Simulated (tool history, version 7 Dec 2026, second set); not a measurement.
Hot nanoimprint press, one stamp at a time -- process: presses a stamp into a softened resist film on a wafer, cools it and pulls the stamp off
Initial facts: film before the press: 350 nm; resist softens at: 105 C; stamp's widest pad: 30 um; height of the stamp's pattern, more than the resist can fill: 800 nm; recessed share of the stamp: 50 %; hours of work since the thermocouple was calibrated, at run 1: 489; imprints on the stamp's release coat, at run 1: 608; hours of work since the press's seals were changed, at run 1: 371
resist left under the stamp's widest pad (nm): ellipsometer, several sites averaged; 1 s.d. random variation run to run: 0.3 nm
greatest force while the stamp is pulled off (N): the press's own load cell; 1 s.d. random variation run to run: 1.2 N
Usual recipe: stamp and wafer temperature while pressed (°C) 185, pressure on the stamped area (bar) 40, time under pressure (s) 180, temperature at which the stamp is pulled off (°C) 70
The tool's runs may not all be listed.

run     day  stamp and wafer temperature while pressed (°C)  pressure on the stamped area (bar)  time under pressure (s)  temperature at which the stamp is pulled off (°C)  hours of work since the thermocouple was calibrated  imprints on the stamp's release coat  hours of work since the press's seals were changed  resist left under the stamp's widest pad (nm)  greatest force while the stamp is pulled off (N)
  1       0                                             185                                  40                      180                                                 70                                                  489                                   608                                                 371                                            135                                               166
  2     0.5                                             185                                  40                      180                                                 70                                                  496                                   647                                                 379                                          134.5                                               168
  3   1.108                                             185                                  40                      180                                                 70                                                  504                                   694                                                 387                                            135                                               167
  4   1.654                                             185                                  40                      180                                                 70                                                  512                                   736                                                 395                                          134.6                                               167
  5   2.179                                             185                                  40                      235                                                 70                                                  519                                   777                                                 402                                          120.3                                               168
      2.492  -- plate thermocouple calibrated
  6   2.933                                             185                                  40                      180                                                 70                                                    6                                   825                                                 411                                          134.3                                               168
  7   3.225                                             185                                  40                      180                                                 70                                                   10                                   848                                                 415                                          134.7                                               168
  8    3.55                                             185                                  40                      306                                                 70                                                   15                                   873                                                 420                                          106.9                                               169
  9   3.958                                             185                                  40                      306                                                 70                                                   21                                   905                                                 425                                          107.8                                               166
 10   4.388                                             185                                31.3                      180                                                 70                                                   27                                   938                                                 431                                          149.5                                               169
 11   4.825                                             177                                31.3                      180                                                 70                                                   33                                   972                                                 438                                          196.7                                               168
 12   5.492                                             177                                31.3                      180                                                 70                                                   42                                  1023                                                 447                                          196.2                                               168
 13   6.004                                             174                                  40                      180                                                 70                                                   50                                  1063                                                 454                                          197.4                                               168
 14   6.417                                             185                                  40                      180                                                 70                                                   55                                  1095                                                 460                                          133.6                                               167
 15   7.038                                             185                                  40                      180                                                 70                                                   64                                  1143                                                 469                                          133.1                                               169
 16   7.379                                             185                                34.9                      131                                                 70                                                   69                                  1169                                                 474                                          160.7                                               169
 17   7.925                                             185                                63.2                      328                                                 70                                                   77                                  1212                                                 481                                           82.4                                               170
 18   8.342                                             185                                  40                      173                                                 59                                                   82                                  1244                                                 487                                          135.2                                               206
      9.192  -- stamp cleaned and given a new release coat
 19    9.25                                             179                                44.5                      133                                                 76                                                   92                                     5                                                 496                                          175.6                                               145
 20   9.712                                             179                                50.1                       98                                                 76                                                   98                                    40                                                 503                                          186.7                                               145
 21  10.142                                             177                                50.1                       98                                                 59                                                  104                                    74                                                 509                                          198.8                                               210
 22  10.721                                             185                                46.8                      180                                                 70                                                  112                                   119                                                 517                                          122.7                                               166
 23  11.338                                             185                                46.8                      180                                                 70                                                  121                                   166                                                 526                                          122.4                                               171
 24      12                                             185                                54.5                      300                                                 70                                                  130                                   218                                                 535                                           91.4                                               169
     12.371  -- gauge calibrated
 25  12.454                                             188                                  40                      103                                                 70                                                  137                                   253                                                 542                                          152.2                                               167
 26  13.021                                             188                                  40                      103                                                 70                                                  145                                   297                                                 550                                          151.6                                               167
 27  13.379                                             188                                33.7                      257                                                 66                                                  150                                   324                                                 555                                          113.3                                               184
 28  13.658                                             187                                30.4                       94                                                 70                                                  154                                   346                                                 559                                          181.9                                               169
 29  14.275                                             187                                30.4                       94                                                 70                                                  163                                   393                                                 567                                          181.6                                               166

Alternative continuations, all from the tool just after run 29; predict every row:
  A  14.617                                             193                                  27                      180                                                 75                                                  167                                   420                                                 572                                              ?                                                 ?
  B  14.617                                             187                                  51                      337                                                 61                                                  167                                   420                                                 572                                              ?                                                 ?
  C  14.617                                             186                                  40                      180                                                 60                                                  167                                   420                                                 572                                              ?                                                 ?
  D  14.617                                             187                                27.9                      194                                                 66                                                  167                                   420                                                 572                                              ?                                                 ?

run  resist left under the stamp's widest pad (nm)  greatest force while the stamp is pulled off (N)
  A                                          121.9                                               149
  B                                           84.7                                               202
  C                                          129.6                                               205
  D                                          144.1                                               182
Take away the tool's hidden state, keep each run's random variation, and the runs would have read:
run  resist left under the stamp's widest pad (nm)  greatest force while the stamp is pulled off (N)
  A                                          122.4                                               149
  B                                           85.1                                               202
  C                                          130.2                                               205
  D                                          144.8                                               182
